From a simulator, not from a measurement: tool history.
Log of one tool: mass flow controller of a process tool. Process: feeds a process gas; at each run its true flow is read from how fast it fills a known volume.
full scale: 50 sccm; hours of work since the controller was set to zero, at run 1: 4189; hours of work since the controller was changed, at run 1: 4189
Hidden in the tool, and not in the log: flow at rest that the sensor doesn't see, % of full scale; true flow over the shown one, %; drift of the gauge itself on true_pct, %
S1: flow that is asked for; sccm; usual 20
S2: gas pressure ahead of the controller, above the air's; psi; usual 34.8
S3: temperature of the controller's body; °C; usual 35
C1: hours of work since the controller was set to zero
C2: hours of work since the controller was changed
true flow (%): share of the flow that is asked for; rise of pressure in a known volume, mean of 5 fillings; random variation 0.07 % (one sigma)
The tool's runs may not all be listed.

Run 1, day 0.000: usual settings; C1 4189; C2 4189. Result: true flow (%) 97.68.
Run 2, day 15.650: usual settings; C1 4402; C2 4402. Result: true flow (%) 97.73.
Run 3, day 35.721: usual settings; C1 4675; C2 4675. Result: true flow (%) 97.83.
Run 4, day 47.071: usual settings but S2 32.2 psi; C1 4830; C2 4830. Result: true flow (%) 97.63.
Run 5, day 59.000: usual settings but S2 25.8 psi; C1 4992; C2 4992. Result: true flow (%) 97.41.
At day 68.217: controller exchanged for a calibrated one.
Run 6, day 72.900: usual settings but S2 24.2 psi; C1 64; C2 64. Result: true flow (%) 97.36.
Run 7, day 87.271: usual settings; C1 259; C2 259. Result: true flow (%) 97.75.
Run 8, day 96.517: usual settings but S2 28.9 psi; C1 385; C2 385. Result: true flow (%) 97.59.
Run 9, day 114.779: usual settings; C1 634; C2 634. Result: true flow (%) 97.74.
Run 10, day 127.879: usual settings; C1 812; C2 812. Result: true flow (%) 97.67.
Run 11, day 141.475: usual settings; C1 997; C2 997. Result: true flow (%) 97.66.
Run 12, day 158.804: usual settings; C1 1233; C2 1233. Result: true flow (%) 97.65.
Run 13, day 174.583: usual settings; C1 1448; C2 1448. Result: true flow (%) 97.60.
Run 14, day 194.421: usual settings; C1 1718; C2 1718. Result: true flow (%) 97.59.
Run 15, day 207.483: usual settings; C1 1896; C2 1896. Result: true flow (%) 97.59.
Run 16, day 217.446: usual settings but S2 24.4 psi; C1 2031; C2 2031. Result: true flow (%) 97.30.
Run 17, day 235.796: usual settings but S2 27.1 psi; C1 2281; C2 2281. Result: true flow (%) 97.38.
Run 18, day 246.696: usual settings but S2 27.1 psi; C1 2430; C2 2430. Result: true flow (%) 97.42.
Run 19, day 255.762: usual settings but S2 27.1 psi; C1 2553; C2 2553. Result: true flow (%) 97.33.
Run 20, day 273.754: usual settings but S2 27.1 psi; C1 2798; C2 2798. Result: true flow (%) 97.42.
Run 21, day 287.058: usual settings but S2 27.1 psi; C1 2979; C2 2979. Result: true flow (%) 97.33.
Run 22, day 303.146: usual settings but S1 25 sccm, S2 37.3 psi, S3 26 °C; C1 3198; C2 3198. Result: true flow (%) 98.76.
Run 23, day 318.746: usual settings but S1 25 sccm, S2 37.3 psi, S3 26 °C; C1 3410; C2 3410. Result: true flow (%) 98.69.
Run 24, day 332.046: usual settings but S1 25 sccm, S2 37.3 psi, S3 26 °C; C1 3592; C2 3592. Result: true flow (%) 98.88.
Run 25, day 343.600: usual settings but S1 34 sccm, S2 28.6 psi, S3 33 °C; C1 3749; C2 3749. Result: true flow (%) 98.33.
Run 26, day 353.200: usual settings but S1 34 sccm, S2 28.6 psi, S3 33 °C; C1 3879; C2 3879. Result: true flow (%) 98.47.
Run 27, day 368.533: usual settings but S1 7 sccm, S2 22.3 psi; C1 4088; C2 4088. Result: true flow (%) 96.52.
Run 28, day 380.067: usual settings but S1 30 sccm, S2 26.5 psi, S3 39 °C; C1 4245; C2 4245. Result: true flow (%) 97.72.
Run 29, day 389.446: usual settings but S1 11 sccm, S2 32.5 psi, S3 33 °C; C1 4373; C2 4373. Result: true flow (%) 97.26.
Run 30, day 406.179: usual settings but S1 11 sccm, S2 32.5 psi, S3 33 °C; C1 4601; C2 4601. Result: true flow (%) 97.07.
Run 31, day 425.646: usual settings but S1 11 sccm, S2 32.5 psi, S3 33 °C; C1 4866; C2 4866. Result: true flow (%) 97.28.
Run 32, day 441.938: usual settings but S1 11 sccm, S2 32.5 psi, S3 33 °C; C1 5087; C2 5087. Result: true flow (%) 97.20.
At day 443.954: controller exchanged for a calibrated one.
Run 33, day 459.379: usual settings but S1 11 sccm, S2 32.5 psi, S3 33 °C; C1 210; C2 210. Result: true flow (%) 97.24.
Run 34, day 473.112: usual settings but S1 11 sccm, S2 32.5 psi, S3 33 °C; C1 397; C2 397. Result: true flow (%) 97.30.
Run 35, day 484.908: usual settings but S1 11 sccm, S2 32.5 psi, S3 33 °C; C1 558; C2 558. Result: true flow (%) 97.38.
Run 36, day 499.700: usual settings but S1 48 sccm, S3 31 °C; C1 759; C2 759. Result: true flow (%) 99.66.
Run 37, day 511.696: usual settings but S1 48 sccm, S3 31 °C; C1 922; C2 922. Result: true flow (%) 99.53.
Run 38, day 522.075: usual settings but S1 37 sccm, S2 26.0 psi; C1 1063; C2 1063. Result: true flow (%) 98.46.
Run 39, day 533.783: usual settings but S1 35 sccm, S2 27.7 psi, S3 31 °C; C1 1223; C2 1223. Result: true flow (%) 98.63.
Run 40, day 548.379: usual settings but S1 8 sccm, S2 21.3 psi, S3 31 °C; C1 1422; C2 1422. Result: true flow (%) 96.75.
Run 41, day 562.058: usual settings but S1 8 sccm, S2 21.3 psi, S3 31 °C; C1 1608; C2 1608. Result: true flow (%) 96.76.
Run 42, day 572.750: usual settings but S1 18 sccm, S2 30.0 psi, S3 31 °C; C1 1753; C2 1753. Result: true flow (%) 97.77.

How the hidden state differs across the entries between the runs, from the last listed run before each to the first after it:
Between runs 5 and 6: controller exchanged for a calibrated one (day 68.217)
  flow at rest that the sensor doesn't see, % of full scale: -0.005 -> 0; true flow over the shown one, %: -0.01 -> 0
Between runs 32 and 33: controller exchanged for a calibrated one (day 443.954)
  flow at rest that the sensor doesn't see, % of full scale: -0.005 -> 0; true flow over the shown one, %: -0.01 -> 0
